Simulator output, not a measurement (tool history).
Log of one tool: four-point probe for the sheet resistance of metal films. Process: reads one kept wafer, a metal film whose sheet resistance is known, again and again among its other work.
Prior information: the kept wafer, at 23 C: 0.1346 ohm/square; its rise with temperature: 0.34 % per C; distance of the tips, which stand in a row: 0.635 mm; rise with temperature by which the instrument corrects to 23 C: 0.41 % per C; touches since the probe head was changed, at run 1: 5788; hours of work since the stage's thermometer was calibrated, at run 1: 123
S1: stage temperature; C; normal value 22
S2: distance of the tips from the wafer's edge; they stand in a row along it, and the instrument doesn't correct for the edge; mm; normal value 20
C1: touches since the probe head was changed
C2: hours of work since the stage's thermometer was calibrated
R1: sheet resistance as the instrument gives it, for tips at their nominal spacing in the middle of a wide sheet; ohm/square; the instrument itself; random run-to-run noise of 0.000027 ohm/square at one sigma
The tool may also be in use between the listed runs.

Run 1, hour 0: usual settings; C1 5788; C2 123. Result: R1 0.135534 ohm/square.
Run 2, hour 14.6: usual settings but S1 18 C; C1 6226; C2 133. Result: R1 0.135955 ohm/square.
Run 3, hour 40.4: usual settings; C1 6997; C2 149. Result: R1 0.135589 ohm/square.
Run 4, hour 70.7: usual settings; C1 7903; C2 168. Result: R1 0.135615 ohm/square.
Run 5, hour 88.3: usual settings; C1 8430; C2 180. Result: R1 0.135645 ohm/square.
Run 6, hour 113.8: usual settings; C1 9191; C2 196. Result: R1 0.135621 ohm/square.
Run 7, hour 134.7: usual settings; C1 9816; C2 209. Result: R1 0.135676 ohm/square.
Run 8, hour 164.1: usual settings; C1 10698; C2 228. Result: R1 0.135683 ohm/square.
Run 9, hour 191.3: usual settings but S1 29 C; C1 11510; C2 245. Result: R1 0.135032 ohm/square.
Run 10, hour 224.6: usual settings; C1 12507; C2 267. Result: R1 0.135701 ohm/square.
Run 11, hour 253.3: usual settings; C1 13366; C2 285. Result: R1 0.1357 ohm/square.
Run 12, hour 269.3: usual settings; C1 13844; C2 295. Result: R1 0.135732 ohm/square.
Run 13, hour 291.1: usual settings; C1 14496; C2 309. Result: R1 0.135786 ohm/square.
Run 14, hour 324.5: usual settings; C1 15495; C2 330. Result: R1 0.135803 ohm/square.
Run 15, hour 345.6: usual settings; C1 16128; C2 344. Result: R1 0.135799 ohm/square.
Run 16, hour 368.8: usual settings; C1 16823; C2 359. Result: R1 0.13583 ohm/square.
Run 17, hour 385: usual settings but S1 26 C; C1 17305; C2 369. Result: R1 0.135436 ohm/square.
Run 18, hour 414.7: usual settings but S1 34 C, S2 34 mm; C1 18195; C2 388. Result: R1 0.134715 ohm/square.
Run 19, hour 434.8: usual settings but S1 19 C, S2 66 mm; C1 18796; C2 401. Result: R1 0.13607 ohm/square.
Run 20, hour 459.5: usual settings but S1 23 C, S2 44 mm; C1 19536; C2 416. Result: R1 0.135754 ohm/square.
Run 21, hour 488.5: usual settings but S1 20 C, S2 4 mm; C1 20404; C2 435. Result: R1 0.137822 ohm/square.
Run 22, hour 512: usual settings but S1 34 C, S2 4 mm; C1 21106; C2 450. Result: R1 0.136504 ohm/square.
Run 23, hour 547: usual settings but S1 18 C, S2 4 mm; C1 22153; C2 472. Result: R1 0.138053 ohm/square.
Run 24, hour 575.9: usual settings but S1 23 C, S2 35 mm; C1 23017; C2 491. Result: R1 0.135799 ohm/square.
Run 25, hour 590.8: usual settings but S2 24 mm; C1 23463; C2 500. Result: R1 0.135924 ohm/square.
Run 26, hour 614.4: usual settings but S1 19 C, S2 4 mm; C1 24168; C2 515. Result: R1 0.13806 ohm/square.
Run 27, hour 643.7: usual settings but S1 31 C, S2 8 mm; C1 25046; C2 534. Result: R1 0.135516 ohm/square.
Run 28, hour 665.2: usual settings but S1 31 C, S2 8 mm; C1 25690; C2 548. Result: R1 0.135531 ohm/square.
Run 29, hour 689.6: usual settings but S2 19 mm; C1 26418; C2 563. Result: R1 0.136081 ohm/square.
Run 30, hour 717.1: usual settings but S1 32 C, S2 13 mm; C1 27243; C2 581. Result: R1 0.13521 ohm/square.
Run 31, hour 736.8: usual settings but S1 32 C, S2 13 mm; C1 27832; C2 593. Result: R1 0.135218 ohm/square.
Run 32, hour 756.3: usual settings but S1 32 C, S2 13 mm; C1 28415; C2 606. Result: R1 0.135213 ohm/square.
Run 33, hour 787.1: usual settings but S1 23 C, S2 31 mm; C1 29335; C2 625. Result: R1 0.135936 ohm/square.

Each row is a separate what-if for the run after 33, all from the same tool condition, not one after another. Results?
Run A, hour 816: usual settings but S1 35 C, S2 17 mm; C1 30199; C2 644. Result: R1 ?.
Run B, hour 816: usual settings but S1 28 C, S2 31 mm; C1 30199; C2 644. Result: R1 ?.
Run C, hour 816: usual settings but S1 26 C, S2 10 mm; C1 30199; C2 644. Result: R1 ?.
Run D, hour 816: usual settings but S1 31 C, S2 3 mm; C1 30199; C2 644. Result: R1 ?.
Run E, hour 816: usual settings but S1 23 C; C1 30199; C2 644. Result: R1 ?.

run        R1
  A  0.134946
  B  0.135451
  C  0.135931
  D   0.13835
  E  0.136011
With the hidden condition removed and each run's random variation left untouched, the same runs would have given:
run        R1
  A  0.133635
  B  0.134132
  C  0.134607
  D  0.137007
  E  0.134685

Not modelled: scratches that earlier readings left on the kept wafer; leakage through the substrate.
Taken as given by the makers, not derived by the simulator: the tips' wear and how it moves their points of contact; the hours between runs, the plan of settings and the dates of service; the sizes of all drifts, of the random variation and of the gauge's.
